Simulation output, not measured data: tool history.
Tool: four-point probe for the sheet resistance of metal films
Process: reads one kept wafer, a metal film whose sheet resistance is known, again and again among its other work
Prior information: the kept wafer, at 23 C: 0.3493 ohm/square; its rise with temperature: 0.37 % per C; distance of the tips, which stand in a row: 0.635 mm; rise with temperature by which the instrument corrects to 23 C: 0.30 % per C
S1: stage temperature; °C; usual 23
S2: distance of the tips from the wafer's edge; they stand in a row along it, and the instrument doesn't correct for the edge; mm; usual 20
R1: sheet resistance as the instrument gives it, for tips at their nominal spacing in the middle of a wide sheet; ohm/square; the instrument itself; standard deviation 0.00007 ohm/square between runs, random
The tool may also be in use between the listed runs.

{"run": 1, "hour": 0.0, "S1": 23, "S2": 20, "R1": 0.349232}
{"run": 2, "hour": 67.7, "S1": 23, "S2": 20, "R1": 0.349294}
{"run": 3, "hour": 142.1, "S1": 23, "S2": 9, "R1": 0.350032}
{"run": 4, "hour": 213.4, "S1": 23, "S2": 9, "R1": 0.349952}
{"run": 5, "hour": 264.6, "S1": 23, "S2": 52, "R1": 0.348931}
{"hour": 270.2, "done": "stage's thermometer calibrated"}
{"run": 6, "hour": 320.0, "S1": 20, "S2": 20, "R1": 0.348714}
{"run": 7, "hour": 393.3, "S1": 26, "S2": 22, "R1": 0.349949}
{"run": 8, "hour": 437.0, "S1": 26, "S2": 35, "R1": 0.34994}
{"hour": 444.1, "done": "stage's thermometer calibrated, once more"}
{"run": 9, "hour": 505.1, "S1": 26, "S2": 22, "R1": 0.349}
{"run": 10, "hour": 564.3, "S1": 26, "S2": 9, "R1": 0.34959}
{"run": 11, "hour": 598.9, "S1": 31, "S2": 19, "R1": 0.349943}
{"run": 12, "hour": 642.4, "S1": 18, "S2": 8, "R1": 0.347962}

Consider 4 possible next runs. They are alternatives, not a sequence: every one starts from the tool as it was left by run 12. What does each give?
{"run": "A", "hour": 701.2, "S1": 23, "S2": 6, "R1": "?"}
{"run": "B", "hour": 701.2, "S1": 23, "S2": 14, "R1": "?"}
{"run": "C", "hour": 701.2, "S1": 23, "S2": 13, "R1": "?"}
{"run": "D", "hour": 701.2, "S1": 31, "S2": 8, "R1": "?"}

run=A R1=0.349933
run=B R1=0.348488
run=C R1=0.348439
run=D R1=0.350950
What these runs would have given with no unlogged condition in the tool:
run=A R1=0.351278
run=B R1=0.349828
run=C R1=0.349779
run=D R1=0.352301
